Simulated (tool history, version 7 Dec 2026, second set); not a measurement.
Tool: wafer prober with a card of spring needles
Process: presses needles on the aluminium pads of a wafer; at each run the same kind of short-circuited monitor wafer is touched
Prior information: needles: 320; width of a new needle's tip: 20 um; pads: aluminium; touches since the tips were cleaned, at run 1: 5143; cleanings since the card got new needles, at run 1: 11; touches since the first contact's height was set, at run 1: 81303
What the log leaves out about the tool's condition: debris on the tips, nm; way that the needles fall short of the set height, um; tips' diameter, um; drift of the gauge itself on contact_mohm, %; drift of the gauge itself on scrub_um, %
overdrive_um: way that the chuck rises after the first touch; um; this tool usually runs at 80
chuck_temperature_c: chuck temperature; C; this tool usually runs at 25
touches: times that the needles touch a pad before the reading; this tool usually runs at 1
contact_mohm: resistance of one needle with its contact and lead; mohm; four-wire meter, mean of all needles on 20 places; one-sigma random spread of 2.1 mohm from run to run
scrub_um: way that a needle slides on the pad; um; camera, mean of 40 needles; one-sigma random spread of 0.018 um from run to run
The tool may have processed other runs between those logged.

| run | hour | overdrive_um | chuck_temperature_c | touches | touches since the tips were cleaned | cleanings since the card got new needles | touches since the first contact's height was set | contact_mohm | scrub_um |
|---|---|---|---|---|---|---|---|---|---|
| 1 | 0 | 80 | 25 | 1 | 5143 | 11 | 81303 | 300 | 19.88 |
|  | 2.7 | tips cleaned on abrasive film |
| 2 | 16.1 | 80 | 25 | 1 | 4985 | 12 | 87269 | 307 | 19.84 |
|  | 19.9 | tips cleaned on abrasive film |
| 3 | 25.2 | 80 | 25 | 2 | 1993 | 13 | 90659 | 261 | 19.83 |
|  | 36.2 | tips cleaned on abrasive film |
| 4 | 40.7 | 80 | 25 | 1 | 1685 | 14 | 96405 | 273 | 19.83 |
| 5 | 51.2 | 80 | 25 | 3 | 5608 | 14 | 100328 | 257 | 19.81 |
|  | 52.6 | tips cleaned on abrasive film |
| 6 | 65 | 80 | 25 | 3 | 4615 | 15 | 105433 | 257 | 19.81 |
|  | 69 | tips cleaned on abrasive film |
|  | 75.5 | height of the first contact set anew |
| 7 | 75.8 | 80 | 25 | 3 | 2399 | 16 | 105 | 252 | 19.75 |
|  | 86.3 | tips cleaned on abrasive film |
| 8 | 87.2 | 80 | 25 | 3 | 322 | 17 | 4324 | 240 | 19.68 |
|  | 102.6 | tips cleaned on abrasive film |
| 9 | 104.5 | 70 | 25 | 2 | 726 | 18 | 10780 | 252 | 17.21 |
|  | 119.1 | tips cleaned on abrasive film |
| 10 | 120 | 70 | 116 | 2 | 314 | 19 | 16513 | 273 | 17.19 |
|  | 131.7 | height of the first contact set anew, once more |
| 11 | 133.6 | 88 | 63 | 1 | 5297 | 19 | 716 | 302 | 22.03 |
|  | 136.9 | tips cleaned on abrasive film |
| 12 | 148.4 | 88 | 63 | 1 | 4277 | 20 | 6184 | 299 | 22.02 |
|  | 154.1 | tips cleaned on abrasive film |
| 13 | 159 | 88 | 63 | 1 | 1851 | 21 | 10130 | 276 | 21.97 |

Alternative continuations, all from the tool just after run 13; predict every row:
| A | 167.9 | 80 | 30 | 1 | 5174 | 21 | 13453 | ? | ? |
| B | 167.9 | 88 | 63 | 3 | 5174 | 21 | 13453 | ? | ? |
| C | 167.9 | 80 | 25 | 1 | 5174 | 21 | 13453 | ? | ? |

| run | contact_mohm | scrub_um |
|---|---|---|
| A | 308 | 20.01 |
| B | 263 | 21.99 |
| C | 302 | 19.99 |
With no hidden state in the tool, these same runs would have given:
| run | contact_mohm | scrub_um |
|---|---|---|
| A | 236 | 20.04 |
| B | 242 | 22.03 |
| C | 230 | 20.02 |

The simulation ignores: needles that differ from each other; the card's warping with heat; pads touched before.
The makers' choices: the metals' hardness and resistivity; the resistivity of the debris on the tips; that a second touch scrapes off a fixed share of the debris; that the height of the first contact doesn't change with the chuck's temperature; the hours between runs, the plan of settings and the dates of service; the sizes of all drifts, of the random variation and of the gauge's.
